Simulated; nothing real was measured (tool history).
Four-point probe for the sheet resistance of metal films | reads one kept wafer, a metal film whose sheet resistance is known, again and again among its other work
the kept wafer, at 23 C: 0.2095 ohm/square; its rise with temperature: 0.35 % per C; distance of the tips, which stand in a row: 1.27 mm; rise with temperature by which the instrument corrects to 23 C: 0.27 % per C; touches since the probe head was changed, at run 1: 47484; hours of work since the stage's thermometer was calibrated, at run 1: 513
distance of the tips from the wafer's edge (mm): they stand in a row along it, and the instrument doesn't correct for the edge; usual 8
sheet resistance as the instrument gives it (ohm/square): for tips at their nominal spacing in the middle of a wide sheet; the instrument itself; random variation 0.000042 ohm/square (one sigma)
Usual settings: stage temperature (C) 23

| run | day | stage temperature (C) | distance of the tips from the wafer's edge (mm) | touches since the probe head was changed | hours of work since the stage's thermometer was calibrated | sheet resistance as the instrument gives it (ohm/square) |
|---|---|---|---|---|---|---|
| 1 | 0 | 23 | 8 | 47484 | 513 | 0.214567 |
| 2 | 0.708 | 23 | 8 | 48231 | 524 | 0.214625 |
| 3 | 1.529 | 23 | 8 | 49096 | 536 | 0.214694 |
| 4 | 2.096 | 23 | 8 | 49694 | 545 | 0.214617 |
| 5 | 2.683 | 23 | 8 | 50314 | 554 | 0.214675 |
| 6 | 3.629 | 23 | 8 | 51308 | 569 | 0.214725 |
| 7 | 4.025 | 23 | 8 | 51725 | 575 | 0.214653 |
| 8 | 4.696 | 30 | 8 | 52434 | 585 | 0.215945 |
| 9 | 5.338 | 30 | 8 | 53112 | 595 | 0.215828 |
| 10 | 6.238 | 30 | 8 | 54058 | 609 | 0.215897 |
| 11 | 6.95 | 30 | 8 | 54810 | 620 | 0.215966 |
| 12 | 7.867 | 30 | 8 | 55777 | 634 | 0.215872 |
| 13 | 8.425 | 30 | 8 | 56366 | 643 | 0.215957 |
| 14 | 9.138 | 30 | 8 | 57115 | 653 | 0.215945 |
| 15 | 10.092 | 30 | 8 | 58121 | 668 | 0.215952 |
| 16 | 10.5 | 23 | 29 | 58549 | 674 | 0.21214 |
| 17 | 11.2 | 23 | 29 | 59287 | 685 | 0.212327 |
| 18 | 11.662 | 23 | 29 | 59776 | 692 | 0.212277 |
| 19 | 12.567 | 23 | 63 | 60730 | 706 | 0.212018 |
| 20 | 13.188 | 23 | 63 | 61385 | 716 | 0.212121 |
| 21 | 13.938 | 23 | 63 | 62177 | 727 | 0.212156 |
| 22 | 14.504 | 23 | 26 | 62770 | 736 | 0.212411 |
| 23 | 15.271 | 23 | 26 | 63580 | 748 | 0.212375 |
| 24 | 16.008 | 27 | 8 | 64358 | 759 | 0.215645 |
|  | 16.075 | stage's thermometer calibrated |
| 25 | 16.938 | 18 | 5 | 65314 | 13 | 0.218399 |
| 26 | 17.342 | 23 | 7 | 65742 | 20 | 0.215751 |
| 27 | 17.796 | 23 | 7 | 66219 | 27 | 0.215903 |
| 28 | 18.671 | 23 | 9 | 67140 | 40 | 0.214458 |
| 29 | 19.583 | 25 | 15 | 68103 | 54 | 0.213258 |
|  | 20.4 | stage's thermometer calibrated, once more |
| 30 | 20.508 | 25 | 15 | 69055 | 2 | 0.213611 |

Forecast run 31:
| 31 | 21.462 | 25 | 51 | 70064 | 16 | ? |

sheet resistance as the instrument gives it (ohm/square): 0.212864
Without the tool's hidden state the same run would have given sheet resistance as the instrument gives it (ohm/square) 0.209878.

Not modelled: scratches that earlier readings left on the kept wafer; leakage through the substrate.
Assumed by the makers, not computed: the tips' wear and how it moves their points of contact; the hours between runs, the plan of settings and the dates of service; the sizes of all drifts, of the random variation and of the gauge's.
